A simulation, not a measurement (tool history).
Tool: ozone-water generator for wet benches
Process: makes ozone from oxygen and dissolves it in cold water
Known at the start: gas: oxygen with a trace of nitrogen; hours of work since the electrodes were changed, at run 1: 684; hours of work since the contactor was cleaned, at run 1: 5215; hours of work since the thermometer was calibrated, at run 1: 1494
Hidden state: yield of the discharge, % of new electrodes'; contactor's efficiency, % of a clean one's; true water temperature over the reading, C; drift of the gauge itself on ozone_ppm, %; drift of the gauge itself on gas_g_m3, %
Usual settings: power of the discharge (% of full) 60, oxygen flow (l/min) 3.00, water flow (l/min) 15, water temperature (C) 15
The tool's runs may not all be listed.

| run | hour | power of the discharge (% of full) | oxygen flow (l/min) | water flow (l/min) | water temperature (C) | hours of work since the electrodes were changed | hours of work since the contactor was cleaned | hours of work since the thermometer was calibrated | dissolved ozone (ppm) | ozone in the gas ahead of the water (g/m3) |
|---|---|---|---|---|---|---|---|---|---|---|
| 1 | 0.0 | 60 | 3.00 | 15 | 15 | 684 | 5215 | 1494 | 21.0 | 205.3 |
| 2 | 18.2 | 60 | 3.00 | 15 | 15 | 698 | 5229 | 1507 | 20.9 | 205.6 |
| 3 | 55.4 | 60 | 3.00 | 15 | 15 | 725 | 5256 | 1535 | 20.9 | 205.7 |
| 4 | 82.9 | 60 | 3.00 | 15 | 15 | 745 | 5277 | 1555 | 20.4 | 203.9 |
| 5 | 116.5 | 60 | 3.00 | 15 | 15 | 770 | 5301 | 1580 | 21.1 | 206.0 |
| 6 | 154.0 | 60 | 3.00 | 15 | 15 | 798 | 5329 | 1608 | 20.8 | 204.8 |
| 7 | 171.4 | 58 | 3.00 | 15 | 15 | 811 | 5342 | 1621 | 20.5 | 201.6 |
| 8 | 197.8 | 58 | 3.00 | 15 | 15 | 830 | 5362 | 1640 | 20.3 | 197.5 |
| 9 | 224.9 | 60 | 3.00 | 15 | 15 | 850 | 5382 | 1660 | 20.7 | 204.4 |
| 10 | 257.6 | 60 | 3.00 | 15 | 15 | 875 | 5406 | 1685 | 20.8 | 204.5 |
| 11 | 284.3 | 60 | 3.00 | 15 | 15 | 894 | 5426 | 1704 | 21.5 | 204.6 |
| 12 | 322.0 | 64 | 3.00 | 15 | 15 | 922 | 5453 | 1732 | 21.9 | 215.3 |
| 13 | 339.6 | 60 | 3.00 | 15 | 22 | 935 | 5466 | 1745 | 19.2 | 205.0 |
| 14 | 373.1 | 60 | 3.00 | 15 | 15 | 960 | 5491 | 1770 | 21.0 | 206.6 |
| 15 | 395.8 | 60 | 3.00 | 9 | 15 | 977 | 5508 | 1787 | 30.0 | 203.0 |
| 16 | 426.1 | 60 | 4.85 | 9 | 15 | 999 | 5530 | 1809 | 32.5 | 176.6 |
| 17 | 444.3 | 60 | 3.00 | 15 | 15 | 1013 | 5544 | 1823 | 20.8 | 203.9 |
| 18 | 470.3 | 49 | 4.69 | 15 | 13 | 1032 | 5563 | 1842 | 20.9 | 152.5 |
| 19 | 501.8 | 55 | 2.16 | 16 | 13 | 1055 | 5586 | 1865 | 16.7 | 210.4 |
| 20 | 520.6 | 60 | 3.00 | 15 | 9 | 1069 | 5600 | 1879 | 21.8 | 203.7 |
| 21 | 545.4 | 60 | 3.00 | 15 | 9 | 1087 | 5619 | 1897 | 22.2 | 203.3 |
| 22 | 563.6 | 60 | 1.74 | 22 | 15 | 1101 | 5632 | 1911 | 11.9 | 240.4 |
| 23 | 586.8 | 85 | 3.00 | 16 | 15 | 1118 | 5649 | 1928 | 25.7 | 264.4 |
| 24 | 620.5 | 85 | 3.00 | 16 | 13 | 1143 | 5674 | 1953 | 26.2 | 264.6 |
| 25 | 642.8 | 60 | 3.00 | 16 | 15 | 1159 | 5691 | 1969 | 19.5 | 204.1 |
| 26 | 661.4 | 52 | 2.13 | 22 | 11 | 1173 | 5704 | 1983 | 11.8 | 202.1 |
| 27 | 679.4 | 70 | 3.00 | 14 | 7 | 1187 | 5718 | 1996 | 27.0 | 230.0 |
| 28 | 715.0 | 70 | 3.00 | 14 | 7 | 1213 | 5744 | 2023 | 26.9 | 230.0 |
| 29 | 750.4 | 60 | 2.76 | 22 | 8 | 1239 | 5770 | 2049 | 15.0 | 208.0 |
| 30 | 786.9 | 60 | 2.76 | 22 | 8 | 1266 | 5797 | 2076 | 15.3 | 211.9 |
| 31 | 821.6 | 49 | 3.00 | 15 | 9 | 1292 | 5823 | 2102 | 18.9 | 174.6 |
| 32 | 856.4 | 66 | 1.73 | 9 | 7 | 1317 | 5849 | 2127 | 30.0 | 260.9 |

Forecast each of these 5 alternatives for the next run:
| A | 892.8 | 49 | 1.59 | 15 | 15 | 1344 | 5876 | 2154 | ? | ? |
| B | 892.8 | 66 | 3.03 | 9 | 7 | 1344 | 5876 | 2154 | ? | ? |
| C | 892.8 | 44 | 1.73 | 17 | 17 | 1344 | 5876 | 2154 | ? | ? |
| D | 892.8 | 61 | 2.89 | 22 | 15 | 1344 | 5876 | 2154 | ? | ? |
| E | 892.8 | 60 | 4.85 | 15 | 15 | 1344 | 5876 | 2154 | ? | ? |

| run | dissolved ozone (ppm) | ozone in the gas ahead of the water (g/m3) |
|---|---|---|
| A | 13.7 | 211.3 |
| B | 36.1 | 216.8 |
| C | 11.7 | 190.3 |
| D | 14.8 | 205.2 |
| E | 23.7 | 174.0 |
Without the tool's hidden state the same runs would have given:
| run | dissolved ozone (ppm) | ozone in the gas ahead of the water (g/m3) |
|---|---|---|
| A | 14.5 | 215.1 |
| B | 38.1 | 222.0 |
| C | 12.4 | 193.4 |
| D | 15.8 | 209.8 |
| E | 25.2 | 177.9 |
